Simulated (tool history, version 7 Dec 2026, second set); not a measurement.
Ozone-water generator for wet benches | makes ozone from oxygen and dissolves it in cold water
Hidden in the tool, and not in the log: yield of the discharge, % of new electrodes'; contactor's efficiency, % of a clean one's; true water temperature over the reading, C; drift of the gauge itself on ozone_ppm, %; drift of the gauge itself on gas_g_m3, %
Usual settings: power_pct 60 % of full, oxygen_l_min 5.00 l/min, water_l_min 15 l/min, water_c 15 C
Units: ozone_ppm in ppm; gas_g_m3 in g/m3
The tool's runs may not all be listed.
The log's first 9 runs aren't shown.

run      day  power_pct  oxygen_l_min  water_l_min  water_c  hours of work since the electrodes were changed  hours of work since the contactor was cleaned  hours of work since the thermometer was calibrated  ozone_ppm  gas_g_m3
 10   52.171         60          5.81           15       15                                             5198                                           1660                                                3924       17.1     137.8
 11   56.729         60          5.81           15       15                                             5305                                           1768                                                4031       16.8     137.4
 12   61.004         60          5.00           15       15                                             5406                                           1868                                                4132       17.2     151.9
 13   65.975         60          5.00           15       15                                             5523                                           1985                                                4249       17.3     151.9
 14   72.029         60          5.00           15       15                                             5666                                           2128                                                4392       17.2     150.6
 15   76.517         41          5.00           15       15                                             5771                                           2234                                                4497       14.1     124.3
 16   82.838         60          5.00            9       15                                             5920                                           2383                                                4646       23.3     149.5
 17   89.246         60          5.00            9       15                                             6071                                           2533                                                4797       23.6     150.9
 18   92.942         55          8.49           18       13                                             6158                                           2620                                                4884       13.2      99.3
 19   98.917         96          8.49           18       13                                             6299                                           2761                                                5025       17.9     131.2
     102.679  -- water thermometer calibrated
 20  104.808         60          4.17           22        7                                             6437                                           2900                                                  50       13.8     167.7
 21  112.912         49          6.34           10       15                                             6628                                           3090                                                 241       18.3     112.0
 22  117.458         49          6.34           10       15                                             6735                                           3197                                                 348       17.9     112.3
 23  122.117         49          6.34           10       15                                             6845                                           3307                                                 458       18.1     113.9
 24  129.721         49          6.34           10       15                                             7024                                           3486                                                 637       18.2     112.5
 25  135.825         49          6.34           10       15                                             7168                                           3630                                                 781       18.0     111.9
 26  140.171         49          5.37            9        8                                             7270                                           3732                                                 883       23.1     124.2
 27  146.388         47          6.30           15       10                                             7416                                           3879                                                1029       14.9     109.7
 28  152.442         60          8.42           10       13                                             7559                                           4021                                                1172       18.5     101.6
 29  156.554         40          5.00           15       22                                             7656                                           4118                                                1269       11.8     117.6
     157.146  -- contactor cleaned
 30  162.738         40          5.00           15       22                                             7797                                            132                                                1410       12.0     116.9
 31  169.321         80          5.00           15       19                                             7952                                            287                                                1566       18.1     166.2
 32  173.733         93          5.00           12        8                                             8056                                            391                                                1669       26.6     178.6

3 ways to go on from here, each from the tool as it stands after run 32. What would each give?
  A  181.754         93          4.13           12        8                                             8245                                            580                                                1858          ?         ?
  B  181.754         93          6.35           17        9                                             8245                                            580                                                1858          ?         ?
  C  181.754         60          2.50           19       15                                             8245                                            580                                                1858          ?         ?

run  ozone_ppm  gas_g_m3
  A       27.5     202.0
  B       19.6     149.7
  C       14.3     229.7
Without the tool's hidden state the same runs would have given:
run  ozone_ppm  gas_g_m3
  A       34.6     250.3
  B       24.7     185.4
  C       17.2     272.4

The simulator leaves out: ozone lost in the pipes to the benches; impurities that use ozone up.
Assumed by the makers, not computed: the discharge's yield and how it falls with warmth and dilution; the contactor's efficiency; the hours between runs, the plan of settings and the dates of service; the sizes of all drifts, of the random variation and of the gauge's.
